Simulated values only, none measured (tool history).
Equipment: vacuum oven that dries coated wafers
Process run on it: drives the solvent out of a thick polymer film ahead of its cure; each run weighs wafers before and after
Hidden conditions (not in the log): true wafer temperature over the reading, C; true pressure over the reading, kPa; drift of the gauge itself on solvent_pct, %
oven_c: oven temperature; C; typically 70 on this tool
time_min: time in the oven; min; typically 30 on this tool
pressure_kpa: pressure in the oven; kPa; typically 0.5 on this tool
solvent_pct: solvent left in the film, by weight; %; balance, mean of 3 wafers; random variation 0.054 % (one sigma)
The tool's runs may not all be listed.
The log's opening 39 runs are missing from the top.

| run | day | oven_c | time_min | pressure_kpa | hours of work since the thermocouples were calibrated | hours of work since the vacuum gauge was cleaned of residue | solvent_pct |
|---|---|---|---|---|---|---|---|
| 40 | 107.446 | 58 | 18 | 0.5 | 887 | 1089 | 8.36 |
| 41 | 110.258 | 58 | 46 | 1.079 | 935 | 1137 | 2.93 |
| 42 | 113.846 | 69 | 53 | 0.983 | 997 | 1199 | 0.79 |
| 43 | 116.112 | 56 | 39 | 1.524 | 1035 | 1238 | 4.69 |
|  | 118.575 | oven's thermocouples calibrated |
| 44 | 120.258 | 56 | 50 | 1.441 | 29 | 1307 | 3.33 |
| 45 | 123.867 | 79 | 24 | 0.652 | 91 | 1369 | 1.44 |
| 46 | 126.167 | 81 | 51 | 0.452 | 130 | 1409 | 0.16 |
| 47 | 128.792 | 55 | 30 | 0.5 | 175 | 1453 | 6.02 |

3 options for the next run, each taken on its own from the tool as it stands now. Forecast them:
| A | 131.817 | 69 | 22 | 0.621 | 227 | 1505 | ? |
| B | 131.817 | 73 | 44 | 1.385 | 227 | 1505 | ? |
| C | 131.817 | 66 | 46 | 0.663 | 227 | 1505 | ? |

| run | solvent_pct |
|---|---|
| A | 3.77 |
| B | 0.84 |
| C | 1.16 |
The same runs, with their run-to-run variation unchanged, on a tool lacking any hidden condition would have given:
| run | solvent_pct |
|---|---|
| A | 3.76 |
| B | 0.83 |
| C | 1.15 |
